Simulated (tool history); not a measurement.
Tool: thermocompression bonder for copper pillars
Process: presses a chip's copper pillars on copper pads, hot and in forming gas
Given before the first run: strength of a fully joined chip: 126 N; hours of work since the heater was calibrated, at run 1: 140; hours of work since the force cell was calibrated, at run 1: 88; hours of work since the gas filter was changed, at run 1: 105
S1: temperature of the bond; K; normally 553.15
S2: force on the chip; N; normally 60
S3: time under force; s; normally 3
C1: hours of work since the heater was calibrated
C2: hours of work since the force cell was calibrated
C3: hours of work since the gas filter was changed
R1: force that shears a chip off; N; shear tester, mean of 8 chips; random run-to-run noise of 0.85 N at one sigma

Run 1, day 0.000: usual settings; C1 140; C2 88; C3 105. Result: R1 69.3 N.
Run 2, day 0.346: usual settings; C1 145; C2 92; C3 109. Result: R1 68.3 N.
Run 3, day 0.721: usual settings; C1 149; C2 97; C3 114. Result: R1 68.1 N.
Run 4, day 1.317: usual settings; C1 157; C2 104; C3 122. Result: R1 68.4 N.
Run 5, day 2.004: usual settings; C1 166; C2 113; C3 130. Result: R1 68.5 N.
Run 6, day 2.454: usual settings but S1 573.15 K; C1 171; C2 119; C3 136. Result: R1 79.1 N.
Run 7, day 2.996: usual settings but S1 573.15 K, S2 84 N; C1 178; C2 126; C3 143. Result: R1 92.5 N.
At day 3.321: forming gas filter changed.
Run 8, day 3.658: usual settings; C1 187; C2 134; C3 4. Result: R1 68.3 N.
Run 9, day 4.125: usual settings; C1 193; C2 140; C3 10. Result: R1 67.9 N.
Run 10, day 4.612: usual settings; C1 199; C2 146; C3 16. Result: R1 67.9 N.
Run 11, day 5.050: usual settings; C1 204; C2 152; C3 22. Result: R1 68.0 N.
Run 12, day 5.488: usual settings; C1 210; C2 157; C3 28. Result: R1 67.3 N.
Run 13, day 5.992: usual settings; C1 216; C2 164; C3 34. Result: R1 69.3 N.
Run 14, day 6.542: usual settings; C1 223; C2 171; C3 41. Result: R1 67.8 N.
Run 15, day 6.862: usual settings; C1 227; C2 175; C3 45. Result: R1 68.4 N.
Run 16, day 7.412: usual settings; C1 235; C2 182; C3 52. Result: R1 68.1 N.
Run 17, day 7.804: usual settings; C1 240; C2 187; C3 57. Result: R1 68.2 N.
Run 18, day 8.183: usual settings; C1 244; C2 192; C3 62. Result: R1 70.2 N.
Run 19, day 8.617: usual settings but S3 2 s; C1 250; C2 197; C3 68. Result: R1 59.7 N.
Run 20, day 9.079: usual settings but S3 2 s; C1 256; C2 203; C3 74. Result: R1 57.6 N.
Run 21, day 9.479: usual settings but S3 2 s; C1 261; C2 208; C3 79. Result: R1 58.9 N.
Run 22, day 10.250: usual settings but S1 540.15 K, S2 48 N; C1 271; C2 218; C3 88. Result: R1 52.1 N.
Run 23, day 10.629: usual settings but S1 559.15 K; C1 276; C2 223; C3 93. Result: R1 71.0 N.
Run 24, day 11.075: usual settings but S3 2 s; C1 281; C2 229; C3 99. Result: R1 60.1 N.
Run 25, day 11.729: usual settings but S3 2 s; C1 290; C2 237; C3 107. Result: R1 58.8 N.
Run 26, day 12.046: usual settings but S3 2 s; C1 294; C2 241; C3 111. Result: R1 58.3 N.
Run 27, day 12.379: usual settings but S1 535.15 K, S3 2 s; C1 298; C2 245; C3 116. Result: R1 47.9 N.
Run 28, day 12.704: usual settings but S1 539.15 K, S2 72 N, S3 2 s; C1 302; C2 250; C3 120. Result: R1 56.2 N.
Run 29, day 13.317: usual settings but S1 562.15 K, S2 48 N, S3 5 s; C1 310; C2 257; C3 128. Result: R1 77.4 N.
Run 30, day 14.088: usual settings but S1 562.15 K, S2 48 N, S3 5 s; C1 320; C2 267; C3 138. Result: R1 79.0 N.
Run 31, day 14.717: usual settings but S3 4 s; C1 328; C2 275; C3 146. Result: R1 74.5 N.
At day 14.867: forming gas filter changed.
Run 32, day 15.329: usual settings but S3 2 s; C1 335; C2 283; C3 6. Result: R1 60.3 N.
Run 33, day 15.879: usual settings but S2 73 N; C1 342; C2 290; C3 13. Result: R1 75.3 N.
Run 34, day 16.392: usual settings but S2 73 N; C1 349; C2 296; C3 20. Result: R1 75.6 N.
Run 35, day 16.712: usual settings but S2 73 N, S3 2 s; C1 353; C2 301; C3 24. Result: R1 64.9 N.
Run 36, day 17.046: usual settings but S1 527.15 K, S2 59 N; C1 357; C2 305; C3 28. Result: R1 51.7 N.
Run 37, day 17.654: usual settings but S2 38 N; C1 365; C2 313; C3 36. Result: R1 54.2 N.
Run 38, day 17.992: usual settings but S2 38 N; C1 369; C2 317; C3 40. Result: R1 53.0 N.
Run 39, day 18.654: usual settings but S1 550.15 K; C1 378; C2 325; C3 48. Result: R1 65.8 N.

How the hidden state differs across the entries between the runs, from the last listed run before each to the first after it:
In the gap between runs 7 and 8: forming gas filter changed (day 3.321)
  oxide that the forming gas leaves, % of the face: 1.37 -> 0.54
In the gap between runs 31 and 32: forming gas filter changed (day 14.867)
  oxide that the forming gas leaves, % of the face: 1.39 -> 0.54

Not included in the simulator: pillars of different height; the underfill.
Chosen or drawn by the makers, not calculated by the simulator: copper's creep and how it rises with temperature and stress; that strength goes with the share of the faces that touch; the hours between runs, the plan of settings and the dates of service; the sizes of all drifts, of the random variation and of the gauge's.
